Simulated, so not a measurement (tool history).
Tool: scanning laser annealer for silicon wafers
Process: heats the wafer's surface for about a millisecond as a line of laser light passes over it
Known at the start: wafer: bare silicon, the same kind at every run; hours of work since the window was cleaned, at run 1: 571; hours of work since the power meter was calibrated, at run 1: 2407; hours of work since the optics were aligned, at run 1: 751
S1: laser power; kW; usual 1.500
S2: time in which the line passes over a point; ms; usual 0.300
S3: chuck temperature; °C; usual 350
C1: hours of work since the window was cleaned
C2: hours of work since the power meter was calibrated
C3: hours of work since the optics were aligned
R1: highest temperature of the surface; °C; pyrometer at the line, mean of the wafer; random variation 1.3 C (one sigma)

{"run": 1, "day": 0.0, "S1": 1.5, "S2": 0.3, "S3": 350, "C1": 571, "C2": 2407, "C3": 751, "R1": 1201}
{"run": 2, "day": 4.167, "S1": 1.5, "S2": 0.3, "S3": 350, "C1": 636, "C2": 2473, "C3": 816, "R1": 1199}
{"day": 5.167, "done": "window over the wafer cleaned"}
{"run": 3, "day": 7.517, "S1": 1.5, "S2": 0.3, "S3": 350, "C1": 37, "C2": 2524, "C3": 867, "R1": 1200}
{"run": 4, "day": 11.029, "S1": 1.5, "S2": 0.3, "S3": 350, "C1": 92, "C2": 2579, "C3": 923, "R1": 1198}
{"run": 5, "day": 14.196, "S1": 1.5, "S2": 0.3, "S3": 350, "C1": 142, "C2": 2629, "C3": 972, "R1": 1197}
{"run": 6, "day": 17.121, "S1": 1.316, "S2": 0.3, "S3": 350, "C1": 188, "C2": 2675, "C3": 1018, "R1": 1090}
{"run": 7, "day": 19.071, "S1": 1.5, "S2": 0.3, "S3": 350, "C1": 218, "C2": 2705, "C3": 1049, "R1": 1199}
{"run": 8, "day": 22.008, "S1": 1.5, "S2": 0.3, "S3": 380, "C1": 264, "C2": 2751, "C3": 1095, "R1": 1229}
{"run": 9, "day": 23.967, "S1": 1.536, "S2": 0.3, "S3": 380, "C1": 295, "C2": 2782, "C3": 1126, "R1": 1252}
{"day": 27.846, "done": "optics aligned, line set to its width"}
{"run": 10, "day": 28.383, "S1": 1.536, "S2": 0.3, "S3": 380, "C1": 361, "C2": 2848, "C3": 8, "R1": 1253}
{"run": 11, "day": 32.1, "S1": 1.536, "S2": 0.3, "S3": 380, "C1": 419, "C2": 2906, "C3": 67, "R1": 1251}
{"run": 12, "day": 34.862, "S1": 1.5, "S2": 0.337, "S3": 350, "C1": 463, "C2": 2950, "C3": 110, "R1": 1258}
{"run": 13, "day": 38.304, "S1": 1.5, "S2": 0.337, "S3": 350, "C1": 517, "C2": 3004, "C3": 164, "R1": 1257}
{"run": 14, "day": 40.617, "S1": 1.649, "S2": 0.3, "S3": 350, "C1": 553, "C2": 3040, "C3": 200, "R1": 1291}
{"run": 15, "day": 44.212, "S1": 1.649, "S2": 0.3, "S3": 350, "C1": 609, "C2": 3096, "C3": 257, "R1": 1290}
{"day": 46.654, "done": "window over the wafer cleaned"}
{"run": 16, "day": 48.367, "S1": 1.649, "S2": 0.3, "S3": 350, "C1": 27, "C2": 3160, "C3": 321, "R1": 1288}
{"run": 17, "day": 51.575, "S1": 1.309, "S2": 0.3, "S3": 350, "C1": 77, "C2": 3211, "C3": 371, "R1": 1086}
{"run": 18, "day": 55.896, "S1": 1.309, "S2": 0.3, "S3": 350, "C1": 145, "C2": 3279, "C3": 439, "R1": 1085}
{"run": 19, "day": 60.033, "S1": 1.309, "S2": 0.3, "S3": 350, "C1": 210, "C2": 3343, "C3": 504, "R1": 1083}
{"run": 20, "day": 62.988, "S1": 1.5, "S2": 0.3, "S3": 350, "C1": 256, "C2": 3390, "C3": 550, "R1": 1198}
{"run": 21, "day": 66.671, "S1": 1.5, "S2": 0.314, "S3": 350, "C1": 314, "C2": 3448, "C3": 608, "R1": 1223}
{"run": 22, "day": 70.575, "S1": 1.303, "S2": 0.261, "S3": 332, "C1": 375, "C2": 3509, "C3": 669, "R1": 1006}

The next listed run, before its measurement:
{"run": 23, "day": 72.617, "S1": 1.437, "S2": 0.313, "S3": 386, "C1": 407, "C2": 3541, "C3": 701, "R1": "?"}

{"run 23": {"R1": 1218}}
Without the tool's hidden state the same run would have given R1 1218 °C.

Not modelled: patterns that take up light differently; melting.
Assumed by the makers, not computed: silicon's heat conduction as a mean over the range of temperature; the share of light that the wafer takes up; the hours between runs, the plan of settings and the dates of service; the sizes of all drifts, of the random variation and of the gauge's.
